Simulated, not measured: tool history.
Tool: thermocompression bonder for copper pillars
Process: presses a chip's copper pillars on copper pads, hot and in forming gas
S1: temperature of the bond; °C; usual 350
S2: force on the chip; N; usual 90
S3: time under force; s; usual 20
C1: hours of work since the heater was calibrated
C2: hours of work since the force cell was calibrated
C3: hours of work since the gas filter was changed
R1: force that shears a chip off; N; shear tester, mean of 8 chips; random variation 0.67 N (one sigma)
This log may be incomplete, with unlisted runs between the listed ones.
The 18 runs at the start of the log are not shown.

run	day	S1	S2	S3	C1	C2	C3	R1
19	26.471	350	90	23	916	874	101	63.5
20	28.2	350	90	19	945	904	130	59.7
21	29.771	350	90	19	972	931	157	60.6
22	30.642	350	133	10	987	945	172	61.1
23	32.162	350	133	10	1013	972	198	60.4
# day 32.417: heater calibrated with a thermocouple chip
24	34.004	350	133	10	27	1002	228	61.3
25	35.867	350	133	10	59	1033	260	61.3
26	37.5	353	113	33	87	1061	288	78.2
# day 38.246: forming gas filter changed
27	39.025	353	113	33	113	1087	13	77.3
28	40.167	342	92	19	132	1107	33	56.1
29	42.067	342	92	19	165	1139	65	54.8
30	43.192	342	92	19	184	1158	85	56.8
31	44.183	342	92	19	201	1175	102	56.6
32	46.288	362	90	25	237	1211	138	71.6
33	47.738	329	56	25	262	1236	162	37.6
34	48.746	350	90	13	279	1253	180	53.7
35	50.488	323	90	42	309	1283	209	58.4
36	52.5	340	67	44	343	1318	244	58.6
37	54.062	340	67	44	370	1344	271	58.8
# day 55.879: forming gas filter changed
38	56.075	340	95	44	404	1379	3	72.1
39	57.229	349	95	37	424	1398	23	72.8

Alternative continuations, all from the tool just after run 39; predict every row:
A	59.342	349	96	37	460	1434	59	?
B	59.342	347	78	39	460	1434	59	?
C	59.342	327	81	37	460	1434	59	?
D	59.342	373	60	21	460	1434	59	?
E	59.342	341	90	16	460	1434	59	?

run	R1
A	76.1
B	66.6
C	55.6
D	61.5
E	52.6
Stripped of hidden state, with their random variation kept, the same runs would have yielded:
run	R1
A	75.9
B	66.5
C	55.5
D	61.4
E	52.5
